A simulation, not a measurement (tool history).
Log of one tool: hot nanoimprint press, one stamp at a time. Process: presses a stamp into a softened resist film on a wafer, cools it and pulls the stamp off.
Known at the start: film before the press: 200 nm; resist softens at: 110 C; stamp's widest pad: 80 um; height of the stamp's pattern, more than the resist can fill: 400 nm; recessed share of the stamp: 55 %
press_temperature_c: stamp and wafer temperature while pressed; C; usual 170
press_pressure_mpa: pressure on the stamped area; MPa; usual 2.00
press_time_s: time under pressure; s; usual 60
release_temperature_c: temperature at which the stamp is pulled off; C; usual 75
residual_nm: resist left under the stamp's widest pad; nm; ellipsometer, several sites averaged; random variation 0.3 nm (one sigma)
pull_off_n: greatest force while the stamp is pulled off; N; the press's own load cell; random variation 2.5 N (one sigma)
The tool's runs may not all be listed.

run 1 hour=0.0 | press_temperature_c=170 press_pressure_mpa=2.00 press_time_s=60 release_temperature_c=75 | residual_nm=97.2 pull_off_n=144
run 2 hour=73.0 | press_temperature_c=170 press_pressure_mpa=2.00 press_time_s=60 release_temperature_c=75 | residual_nm=97.7 pull_off_n=159
run 3 hour=151.5 | press_temperature_c=170 press_pressure_mpa=2.00 press_time_s=60 release_temperature_c=75 | residual_nm=98.4 pull_off_n=177
run 4 hour=223.2 | press_temperature_c=182 press_pressure_mpa=2.00 press_time_s=60 release_temperature_c=75 | residual_nm=51.1 pull_off_n=192
-- hour=232.7 plate thermocouple calibrated
-- hour=262.6 stamp cleaned and given a new release coat
run 5 hour=311.1 | press_temperature_c=170 press_pressure_mpa=2.27 press_time_s=60 release_temperature_c=75 | residual_nm=88.5 pull_off_n=120
run 6 hour=373.0 | press_temperature_c=170 press_pressure_mpa=2.27 press_time_s=60 release_temperature_c=75 | residual_nm=89.2 pull_off_n=133
run 7 hour=422.5 | press_temperature_c=170 press_pressure_mpa=1.31 press_time_s=60 release_temperature_c=75 | residual_nm=116.8 pull_off_n=140
run 8 hour=461.2 | press_temperature_c=170 press_pressure_mpa=1.31 press_time_s=60 release_temperature_c=75 | residual_nm=117.3 pull_off_n=146
run 9 hour=541.1 | press_temperature_c=170 press_pressure_mpa=2.00 press_time_s=31 release_temperature_c=75 | residual_nm=118.6 pull_off_n=161
run 10 hour=614.3 | press_temperature_c=170 press_pressure_mpa=2.00 press_time_s=31 release_temperature_c=75 | residual_nm=120.0 pull_off_n=173
run 11 hour=679.2 | press_temperature_c=170 press_pressure_mpa=2.00 press_time_s=31 release_temperature_c=75 | residual_nm=119.5 pull_off_n=194
-- hour=710.6 stamp cleaned and given a new release coat
run 12 hour=742.8 | press_temperature_c=170 press_pressure_mpa=2.00 press_time_s=31 release_temperature_c=75 | residual_nm=120.3 pull_off_n=119
run 13 hour=819.5 | press_temperature_c=170 press_pressure_mpa=2.00 press_time_s=31 release_temperature_c=75 | residual_nm=120.8 pull_off_n=134
-- hour=861.4 plate thermocouple calibrated
run 14 hour=906.7 | press_temperature_c=170 press_pressure_mpa=2.00 press_time_s=31 release_temperature_c=75 | residual_nm=118.3 pull_off_n=150
run 15 hour=948.8 | press_temperature_c=170 press_pressure_mpa=2.00 press_time_s=92 release_temperature_c=75 | residual_nm=82.9 pull_off_n=151

Run 16 comes next. What will it give?
-- hour=1004.9 press's hydraulic seals changed and the load cell set to zero
run 16 hour=1005.5 | press_temperature_c=164 press_pressure_mpa=1.50 press_time_s=56 release_temperature_c=61 | residual_nm=? pull_off_n=?

{"run 16": {"residual_nm": 147.4, "pull_off_n": 210}}
Without the tool's hidden state the same run would have given residual_nm 145.8 nm, pull_off_n 145 N.
